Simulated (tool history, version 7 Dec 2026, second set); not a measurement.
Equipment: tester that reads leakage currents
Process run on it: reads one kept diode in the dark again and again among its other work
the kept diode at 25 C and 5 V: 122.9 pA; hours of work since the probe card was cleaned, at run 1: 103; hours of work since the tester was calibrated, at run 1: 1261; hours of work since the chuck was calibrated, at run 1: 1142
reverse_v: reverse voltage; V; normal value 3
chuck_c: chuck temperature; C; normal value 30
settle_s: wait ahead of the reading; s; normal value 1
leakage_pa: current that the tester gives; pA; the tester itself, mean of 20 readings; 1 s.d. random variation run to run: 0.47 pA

run    hour  reverse_v  chuck_c  settle_s  hours of work since the probe card was cleaned  hours of work since the tester was calibrated  hours of work since the chuck was calibrated  leakage_pa
  1       0          3       30         1                                             103                                           1261                                          1142      142.62
  2   114.5          3       30         1                                             159                                           1316                                          1197      142.01
  3   190.7          3       30         1                                             195                                           1352                                          1234       142.3
  4   267.5          3       45         1                                             232                                           1389                                          1271      503.57
  5   361.4          3       45         1                                             277                                           1435                                          1316      500.74
  6   492.6          3       45         1                                             340                                           1498                                          1379      501.36
  7   569.2          3       45         1                                             377                                           1534                                          1416      499.84
  8   640.7          3       45         1                                             412                                           1569                                          1450      496.65
  9   730.5          3       45         1                                             455                                           1612                                          1493      498.04
 10   827.1          3       48         1                                             501                                           1658                                          1540      628.41
 11   901.4          3       30         5                                             537                                           1694                                          1575      138.72
 12   996.4          3       30         5                                             583                                           1740                                          1621      136.41
 13  1097.1          3       30         5                                             631                                           1788                                          1669      136.66
 14  1159.1          3       30         5                                             661                                           1818                                          1699      137.35
 15  1251.1          3       30         5                                             705                                           1862                                          1744      136.38
 16  1373.1          3       30      3.29                                             764                                           1921                                          1802      135.86
 17  1466.9          3       30      3.29                                             809                                           1966                                          1847       136.2
 18  1558.7          3       30      3.29                                             853                                           2010                                          1891       135.1
 19  1661.5          3       30      3.29                                             902                                           2060                                          1941      135.62
 20  1755.7          3       30      3.29                                             948                                           2105                                          1986      134.85
 21    1858       1.59       31      3.29                                             997                                           2154                                          2035      109.96
 22  1914.7       1.59       34      1.24                                            1024                                           2181                                          2063         144
 23  2037.6       1.59       34      1.83                                            1083                                           2241                                          2122      143.49
 24  2128.3       1.59       34      1.83                                            1127                                           2284                                          2165       143.4
 25  2237.9       3.36       30         2                                            1180                                           2337                                          2218       139.9
 26  2356.1       1.24       22      3.09                                            1236                                           2394                                          2275       43.17
 27  2442.7       1.24       22      3.09                                            1278                                           2435                                          2316       43.48
     2522.3  -- chuck's temperature calibrated
 28  2558.3        1.5       27       0.7                                            1333                                           2490                                            17       90.12
 29  2692.9      16.39       30      4.29                                            1397                                           2555                                            82      338.33
 30  2825.8      16.39       30      4.29                                            1461                                           2619                                           146      338.91
 31  2880.8       2.08       45       2.1                                            1488                                           2645                                           172       470.3
 32  2993.3       2.08       45       2.1                                            1542                                           2699                                           226      466.01
 33  3081.7       1.68       31      1.06                                            1584                                           2742                                           269      132.04

Here are 4 independent what-if runs from the current tool condition. What would each one return?
  A  3149.3       1.33       56         1                                            1617                                           2774                                           301           ?
  B  3149.3       1.68       21      1.04                                            1617                                           2774                                           301           ?
  C  3149.3        3.9       30         1                                            1617                                           2774                                           301           ?
  D  3149.3       2.31       28      0.48                                            1617                                           2774                                           301           ?

run  leakage_pa
  A      902.85
  B       54.14
  C      177.25
  D      118.24
Take away the tool's hidden state, keep each run's random variation, and the runs would have read:
run  leakage_pa
  A      910.75
  B        53.3
  C      175.79
  D      117.53
